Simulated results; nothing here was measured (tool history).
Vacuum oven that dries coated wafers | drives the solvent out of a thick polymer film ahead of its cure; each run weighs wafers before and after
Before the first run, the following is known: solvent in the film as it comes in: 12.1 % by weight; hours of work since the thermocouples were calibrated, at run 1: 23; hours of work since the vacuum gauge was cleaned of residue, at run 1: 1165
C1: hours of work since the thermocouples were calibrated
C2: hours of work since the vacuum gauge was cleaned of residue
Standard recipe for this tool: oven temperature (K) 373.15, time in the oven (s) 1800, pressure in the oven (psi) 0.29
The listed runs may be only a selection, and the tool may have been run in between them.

Run 1, hour 0: usual settings; C1 23; C2 1165. Result: solvent left in the film (%) 1.65.
Run 2, hour 35.9: usual settings; C1 47; C2 1188. Result: solvent left in the film (%) 1.65.
Run 3, hour 73.5: usual settings; C1 72; C2 1213. Result: solvent left in the film (%) 1.77.
Run 4, hour 127.3: usual settings; C1 107; C2 1248. Result: solvent left in the film (%) 1.69.
Run 5, hour 179.4: usual settings; C1 141; C2 1282. Result: solvent left in the film (%) 1.73.
Run 6, hour 215.9: usual settings; C1 165; C2 1306. Result: solvent left in the film (%) 1.72.
Run 7, hour 265.2: usual settings; C1 197; C2 1338. Result: solvent left in the film (%) 1.72.
Run 8, hour 301.5: usual settings; C1 221; C2 1362. Result: solvent left in the film (%) 1.73.
Run 9, hour 344.1: usual settings; C1 249; C2 1390. Result: solvent left in the film (%) 1.74.
Run 10, hour 389.9: usual settings; C1 279; C2 1420. Result: solvent left in the film (%) 1.72.
Run 11, hour 438.4: usual settings; C1 311; C2 1452. Result: solvent left in the film (%) 1.78.
Run 12, hour 466.2: usual settings but pressure in the oven (psi) 0.228; C1 329; C2 1470. Result: solvent left in the film (%) 1.55.
Run 13, hour 499.7: usual settings but pressure in the oven (psi) 0.228; C1 351; C2 1492. Result: solvent left in the film (%) 1.57.
Run 14, hour 536.3: usual settings; C1 375; C2 1516. Result: solvent left in the film (%) 1.81.
Run 15, hour 581.7: usual settings; C1 404; C2 1546. Result: solvent left in the film (%) 1.81.
At hour 588.1: oven's thermocouples calibrated.
Run 16, hour 614.8: usual settings; C1 18; C2 1566. Result: solvent left in the film (%) 1.85.
Run 17, hour 655.1: usual settings; C1 44; C2 1592. Result: solvent left in the film (%) 1.83.
Run 18, hour 678.3: usual settings; C1 59; C2 1608. Result: solvent left in the film (%) 1.89.
Run 19, hour 730.2: usual settings; C1 93; C2 1642. Result: solvent left in the film (%) 1.8.
At hour 759.9: oven's thermocouples calibrated, once more.
Run 20, hour 759.9: usual settings but time in the oven (s) 1860; C1 0; C2 1660. Result: solvent left in the film (%) 1.81.
Run 21, hour 792.6: usual settings but pressure in the oven (psi) 0.477; C1 21; C2 1681. Result: solvent left in the film (%) 2.51.
Run 22, hour 825.2: usual settings but pressure in the oven (psi) 0.477; C1 43; C2 1703. Result: solvent left in the film (%) 2.53.
Run 23, hour 854.6: usual settings but pressure in the oven (psi) 0.477; C1 62; C2 1722. Result: solvent left in the film (%) 2.54.
Run 24, hour 894.6: usual settings but pressure in the oven (psi) 0.477; C1 88; C2 1748. Result: solvent left in the film (%) 2.52.
Run 25, hour 922.6: usual settings but oven temperature (K) 366.15, time in the oven (s) 900, pressure in the oven (psi) 0.744; C1 107; C2 1766. Result: solvent left in the film (%) 6.44.
At hour 936.8: vacuum gauge cleaned of residue and calibrated.
Run 26, hour 948.1: usual settings but oven temperature (K) 366.15, time in the oven (s) 900, pressure in the oven (psi) 0.769; C1 122; C2 7. Result: solvent left in the film (%) 6.34.
Run 27, hour 1002.6: usual settings but oven temperature (K) 366.15, time in the oven (s) 2580, pressure in the oven (psi) 0.769; C1 158; C2 43. Result: solvent left in the film (%) 4.28.
Run 28, hour 1032.8: usual settings but time in the oven (s) 2460; C1 178; C2 63. Result: solvent left in the film (%) 1.31.
Run 29, hour 1072.2: usual settings but oven temperature (K) 370.15, time in the oven (s) 1140, pressure in the oven (psi) 0.228; C1 204; C2 89. Result: solvent left in the film (%) 2.83.
Run 30, hour 1124: usual settings but oven temperature (K) 376.15, time in the oven (s) 1740, pressure in the oven (psi) 0.228; C1 238; C2 123. Result: solvent left in the film (%) 1.15.
Run 31, hour 1163: usual settings but oven temperature (K) 376.15, time in the oven (s) 1740, pressure in the oven (psi) 0.228; C1 263; C2 148. Result: solvent left in the film (%) 1.13.
Run 32, hour 1210.2: usual settings but oven temperature (K) 372.15, time in the oven (s) 1020, pressure in the oven (psi) 0.39; C1 294; C2 179. Result: solvent left in the film (%) 3.42.
Run 33, hour 1240.9: usual settings but oven temperature (K) 372.15, time in the oven (s) 3000, pressure in the oven (psi) 0.313; C1 314; C2 199. Result: solvent left in the film (%) 1.42.
Run 34, hour 1292.5: usual settings but time in the oven (s) 2340, pressure in the oven (psi) 1.036; C1 348; C2 233. Result: solvent left in the film (%) 4.41.
Run 35, hour 1346.4: usual settings but oven temperature (K) 378.15, pressure in the oven (psi) 0.609; C1 383; C2 268. Result: solvent left in the film (%) 2.27.
Run 36, hour 1395.7: usual settings but oven temperature (K) 378.15; C1 416; C2 301. Result: solvent left in the film (%) 1.27.
Run 37, hour 1423.7: usual settings but time in the oven (s) 900, pressure in the oven (psi) 0.413; C1 434; C2 319. Result: solvent left in the film (%) 3.73.
Run 38, hour 1454.7: usual settings but time in the oven (s) 900, pressure in the oven (psi) 0.413; C1 454; C2 339. Result: solvent left in the film (%) 3.7.
Run 39, hour 1507.7: usual settings but time in the oven (s) 1140, pressure in the oven (psi) 0.734; C1 489; C2 374. Result: solvent left in the film (%) 4.29.
Run 40, hour 1550.3: usual settings but oven temperature (K) 376.15; C1 517; C2 402. Result: solvent left in the film (%) 1.42.
Run 41, hour 1603.5: usual settings but oven temperature (K) 376.15; C1 552; C2 437. Result: solvent left in the film (%) 1.49.
Run 42, hour 1644: usual settings but oven temperature (K) 367.15, time in the oven (s) 2580; C1 578; C2 463. Result: solvent left in the film (%) 2.02.
Run 43, hour 1670.2: usual settings but oven temperature (K) 367.15, time in the oven (s) 2220; C1 595; C2 480. Result: solvent left in the film (%) 2.27.
Run 44, hour 1724.3: usual settings but oven temperature (K) 381.15; C1 631; C2 516. Result: solvent left in the film (%) 1.05.
Run 45, hour 1760.8: usual settings but pressure in the oven (psi) 0.255; C1 655; C2 540. Result: solvent left in the film (%) 1.62.
Run 46, hour 1803: usual settings but pressure in the oven (psi) 0.255; C1 682; C2 567. Result: solvent left in the film (%) 1.67.

Measured less the same run without the tool's hidden state. The same run-to-run variation is in both; the gauge's scatter may not be:
Unlogged tool condition in this case: true wafer temperature over the reading, C; true pressure over the reading, kPa; drift of the gauge itself on solvent_pct, %.
run  solvent left in the film (%)
  1                         +0.15
  2                         +0.15
  3                         +0.17
  4                         +0.17
  5                         +0.19
  6                          +0.2
  7                          +0.2
  8                         +0.22
  9                         +0.23
 10                         +0.23
 11                         +0.25
 12                         +0.25
 13                         +0.26
 14                         +0.27
 15                         +0.28
 16                          +0.3
 17                         +0.31
 18                         +0.31
 19                         +0.32
 20                         +0.28
 21                         +0.29
 22                          +0.3
 23                          +0.3
 24                         +0.32
 25                          +0.4
 26                          +0.2
 27                         +0.16
 28                         +0.07
 29                         +0.19
 30                         +0.09
 31                          +0.1
 32                         +0.24
 33                         +0.09
 34                         +0.24
 35                         +0.16
 36                         +0.13
 37                         +0.32
 38                         +0.33
 39                         +0.35
 40                         +0.17
 41                         +0.19
 42                         +0.26
 43                          +0.3
 44                         +0.14
 45                         +0.26
 46                         +0.26

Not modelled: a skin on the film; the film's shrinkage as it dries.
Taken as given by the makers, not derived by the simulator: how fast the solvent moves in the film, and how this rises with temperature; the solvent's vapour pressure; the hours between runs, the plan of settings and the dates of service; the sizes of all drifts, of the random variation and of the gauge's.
